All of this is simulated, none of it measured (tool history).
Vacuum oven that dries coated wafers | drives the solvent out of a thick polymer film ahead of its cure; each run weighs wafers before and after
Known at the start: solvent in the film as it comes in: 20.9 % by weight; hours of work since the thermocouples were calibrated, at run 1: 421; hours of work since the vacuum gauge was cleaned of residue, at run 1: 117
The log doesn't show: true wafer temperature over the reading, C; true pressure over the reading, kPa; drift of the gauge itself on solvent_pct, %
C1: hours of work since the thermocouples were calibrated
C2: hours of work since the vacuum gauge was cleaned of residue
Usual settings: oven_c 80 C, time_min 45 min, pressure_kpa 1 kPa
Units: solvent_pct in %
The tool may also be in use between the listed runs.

{"run": 1, "day": 0.0, "oven_c": 80, "time_min": 45, "pressure_kpa": 1, "C1": 421, "C2": 117, "solvent_pct": 1.39}
{"run": 2, "day": 0.583, "oven_c": 81, "time_min": 45, "pressure_kpa": 1, "C1": 427, "C2": 123, "solvent_pct": 1.24}
{"run": 3, "day": 1.225, "oven_c": 80, "time_min": 45, "pressure_kpa": 2.53, "C1": 433, "C2": 130, "solvent_pct": 2.12}
{"run": 4, "day": 1.692, "oven_c": 80, "time_min": 45, "pressure_kpa": 2.53, "C1": 438, "C2": 134, "solvent_pct": 2.15}
{"run": 5, "day": 2.142, "oven_c": 80, "time_min": 45, "pressure_kpa": 2.53, "C1": 443, "C2": 139, "solvent_pct": 2.12}
{"run": 6, "day": 3.079, "oven_c": 66, "time_min": 45, "pressure_kpa": 1, "C1": 452, "C2": 149, "solvent_pct": 5.23}
{"run": 7, "day": 3.804, "oven_c": 66, "time_min": 45, "pressure_kpa": 1, "C1": 460, "C2": 156, "solvent_pct": 5.23}
{"run": 8, "day": 4.233, "oven_c": 80, "time_min": 26, "pressure_kpa": 1, "C1": 464, "C2": 160, "solvent_pct": 3.55}
{"run": 9, "day": 5.054, "oven_c": 80, "time_min": 26, "pressure_kpa": 1, "C1": 472, "C2": 169, "solvent_pct": 3.55}
{"run": 10, "day": 5.562, "oven_c": 80, "time_min": 26, "pressure_kpa": 1, "C1": 477, "C2": 174, "solvent_pct": 3.56}
{"run": 11, "day": 6.425, "oven_c": 80, "time_min": 45, "pressure_kpa": 1, "C1": 486, "C2": 183, "solvent_pct": 1.4}
{"run": 12, "day": 7.108, "oven_c": 80, "time_min": 45, "pressure_kpa": 1, "C1": 493, "C2": 190, "solvent_pct": 1.41}
{"run": 13, "day": 7.538, "oven_c": 80, "time_min": 45, "pressure_kpa": 1, "C1": 498, "C2": 194, "solvent_pct": 1.38}
{"run": 14, "day": 8.567, "oven_c": 80, "time_min": 45, "pressure_kpa": 1, "C1": 508, "C2": 204, "solvent_pct": 1.39}
{"run": 15, "day": 9.233, "oven_c": 80, "time_min": 40, "pressure_kpa": 1, "C1": 515, "C2": 211, "solvent_pct": 1.75}
{"run": 16, "day": 9.767, "oven_c": 80, "time_min": 45, "pressure_kpa": 1, "C1": 520, "C2": 217, "solvent_pct": 1.39}
{"run": 17, "day": 10.662, "oven_c": 80, "time_min": 45, "pressure_kpa": 1, "C1": 529, "C2": 226, "solvent_pct": 1.41}
{"run": 18, "day": 11.338, "oven_c": 80, "time_min": 45, "pressure_kpa": 2.01, "C1": 536, "C2": 233, "solvent_pct": 1.87}
{"run": 19, "day": 12.108, "oven_c": 80, "time_min": 45, "pressure_kpa": 2.01, "C1": 544, "C2": 240, "solvent_pct": 1.89}
{"run": 20, "day": 12.696, "oven_c": 80, "time_min": 31, "pressure_kpa": 1, "C1": 550, "C2": 246, "solvent_pct": 2.72}
{"run": 21, "day": 13.15, "oven_c": 80, "time_min": 31, "pressure_kpa": 1, "C1": 555, "C2": 251, "solvent_pct": 2.68}
{"run": 22, "day": 14.062, "oven_c": 80, "time_min": 45, "pressure_kpa": 1, "C1": 564, "C2": 260, "solvent_pct": 1.38}
{"run": 23, "day": 14.596, "oven_c": 80, "time_min": 45, "pressure_kpa": 1, "C1": 569, "C2": 266, "solvent_pct": 1.38}
{"run": 24, "day": 15.017, "oven_c": 65, "time_min": 57, "pressure_kpa": 0.61, "C1": 574, "C2": 270, "solvent_pct": 3.97}
{"run": 25, "day": 15.746, "oven_c": 83, "time_min": 73, "pressure_kpa": 0.69, "C1": 581, "C2": 277, "solvent_pct": 0.37}
{"run": 26, "day": 16.517, "oven_c": 83, "time_min": 73, "pressure_kpa": 0.69, "C1": 589, "C2": 285, "solvent_pct": 0.38}
{"run": 27, "day": 17.021, "oven_c": 83, "time_min": 70, "pressure_kpa": 0.69, "C1": 594, "C2": 290, "solvent_pct": 0.42}
{"run": 28, "day": 17.775, "oven_c": 87, "time_min": 45, "pressure_kpa": 1, "C1": 602, "C2": 298, "solvent_pct": 0.61}
{"run": 29, "day": 18.771, "oven_c": 87, "time_min": 45, "pressure_kpa": 1, "C1": 612, "C2": 308, "solvent_pct": 0.63}
{"run": 30, "day": 19.538, "oven_c": 81, "time_min": 38, "pressure_kpa": 0.59, "C1": 620, "C2": 316, "solvent_pct": 1.52}
{"run": 31, "day": 20.475, "oven_c": 66, "time_min": 75, "pressure_kpa": 1.05, "C1": 629, "C2": 326, "solvent_pct": 2.75}
{"run": 32, "day": 21.171, "oven_c": 92, "time_min": 57, "pressure_kpa": 0.84, "C1": 636, "C2": 333, "solvent_pct": 0.3}
{"run": 33, "day": 22.092, "oven_c": 83, "time_min": 67, "pressure_kpa": 0.84, "C1": 646, "C2": 342, "solvent_pct": 0.47}
{"run": 34, "day": 22.808, "oven_c": 66, "time_min": 26, "pressure_kpa": 0.72, "C1": 653, "C2": 349, "solvent_pct": 8.33}
{"run": 35, "day": 23.804, "oven_c": 80, "time_min": 36, "pressure_kpa": 1, "C1": 663, "C2": 359, "solvent_pct": 2.09}
{"run": 36, "day": 24.721, "oven_c": 76, "time_min": 46, "pressure_kpa": 0.55, "C1": 672, "C2": 369, "solvent_pct": 1.83}
{"run": 37, "day": 25.717, "oven_c": 76, "time_min": 46, "pressure_kpa": 0.55, "C1": 683, "C2": 379, "solvent_pct": 1.83}
{"run": 38, "day": 26.275, "oven_c": 80, "time_min": 60, "pressure_kpa": 1, "C1": 688, "C2": 385, "solvent_pct": 0.85}
{"run": 39, "day": 27.033, "oven_c": 80, "time_min": 60, "pressure_kpa": 1, "C1": 696, "C2": 392, "solvent_pct": 0.82}
{"run": 40, "day": 27.946, "oven_c": 67, "time_min": 60, "pressure_kpa": 1, "C1": 705, "C2": 402, "solvent_pct": 3.37}
{"run": 41, "day": 28.738, "oven_c": 67, "time_min": 58, "pressure_kpa": 2.14, "C1": 713, "C2": 410, "solvent_pct": 4.39}
{"run": 42, "day": 29.446, "oven_c": 67, "time_min": 58, "pressure_kpa": 2.14, "C1": 720, "C2": 417, "solvent_pct": 4.37}

Forecast run 43:
{"run": 43, "day": 30.288, "oven_c": 67, "time_min": 58, "pressure_kpa": 2.14, "C1": 729, "C2": 425, "solvent_pct": "?"}

solvent_pct: 4.39 %
Without the tool's hidden state the same run would have given solvent_pct 4.4 %.
